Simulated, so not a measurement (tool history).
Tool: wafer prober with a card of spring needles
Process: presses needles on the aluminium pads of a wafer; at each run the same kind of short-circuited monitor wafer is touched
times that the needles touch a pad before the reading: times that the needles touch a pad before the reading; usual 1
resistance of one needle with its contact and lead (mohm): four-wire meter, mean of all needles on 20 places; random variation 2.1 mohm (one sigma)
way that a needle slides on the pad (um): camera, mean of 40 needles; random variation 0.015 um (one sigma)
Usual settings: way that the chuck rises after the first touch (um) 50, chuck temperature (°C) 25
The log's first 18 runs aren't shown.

run   hour  way that the chuck rises after the first touch (um)  chuck temperature (°C)  times that the needles touch a pad before the reading  resistance of one needle with its contact and lead (mohm)  way that a needle slides on the pad (um)
       346  -- tips cleaned on abrasive film
     362.9  -- tips cleaned on abrasive film
 19  367.1                                                   41                      77                                                      2                                                        250                                      7.35
     373.8  -- height of the first contact set anew
     379.3  -- tips cleaned on abrasive film
 20  380.4                                                   41                      77                                                      2                                                        250                                      7.36
     395.8  -- tips cleaned on abrasive film
 21  400.9                                                   58                      38                                                      1                                                        239                                     10.44
     411.6  -- tips cleaned on abrasive film
 22  423.4                                                   37                      25                                                      1                                                        239                                      6.63
     427.9  -- tips cleaned on abrasive film
 23  439.2                                                   64                      63                                                      1                                                        238                                     11.49
     445.7  -- tips cleaned on abrasive film
     461.6  -- tips cleaned on abrasive film
 24  469.6                                                   42                      79                                                      3                                                        251                                      7.55
     479.1  -- tips cleaned on abrasive film
 25  489.1                                                   34                      79                                                      1                                                        259                                      6.11
     496.5  -- tips cleaned on abrasive film
     513.3  -- tips cleaned on abrasive film
 26  514.6                                                   34                      79                                                      1                                                        257                                      6.11
     529.4  -- tips cleaned on abrasive film
 27  531.8                                                   50                      25                                                      2                                                        234                                      8.97
     545.5  -- tips cleaned on abrasive film
 28  559.6                                                   50                      25                                                      2                                                        236                                      8.96
     561.6  -- tips cleaned on abrasive film
     578.7  -- tips cleaned on abrasive film
 29  585.3                                                   41                      25                                                      2                                                        238                                       7.4
     595.8  -- tips cleaned on abrasive film
     613.3  -- tips cleaned on abrasive film
 30  614.8                                                   50                     119                                                      1                                                        260                                      8.97
     630.3  -- tips cleaned on abrasive film
 31  641.4                                                   48                      25                                                      3                                                        240                                      8.61

Forecast each of these 4 alternatives for the next run:
       648  -- tips cleaned on abrasive film
  A  658.3                                                   50                      25                                                      3                                                          ?                                         ?
       648  -- tips cleaned on abrasive film
  B  658.3                                                   50                      36                                                      1                                                          ?                                         ?
       648  -- tips cleaned on abrasive film
  C  658.3                                                   32                      25                                                      2                                                          ?                                         ?
       648  -- tips cleaned on abrasive film
  D  658.3                                                   68                      88                                                      2                                                          ?                                         ?

run  resistance of one needle with its contact and lead (mohm)  way that a needle slides on the pad (um)
  A                                                        235                                      8.97
  B                                                        237                                      8.96
  C                                                        241                                      5.74
  D                                                        247                                     12.22
Without the tool's hidden state the same runs would have given:
run  resistance of one needle with its contact and lead (mohm)  way that a needle slides on the pad (um)
  A                                                        235                                      8.97
  B                                                        236                                      8.96
  C                                                        241                                      5.75
  D                                                        247                                     12.22

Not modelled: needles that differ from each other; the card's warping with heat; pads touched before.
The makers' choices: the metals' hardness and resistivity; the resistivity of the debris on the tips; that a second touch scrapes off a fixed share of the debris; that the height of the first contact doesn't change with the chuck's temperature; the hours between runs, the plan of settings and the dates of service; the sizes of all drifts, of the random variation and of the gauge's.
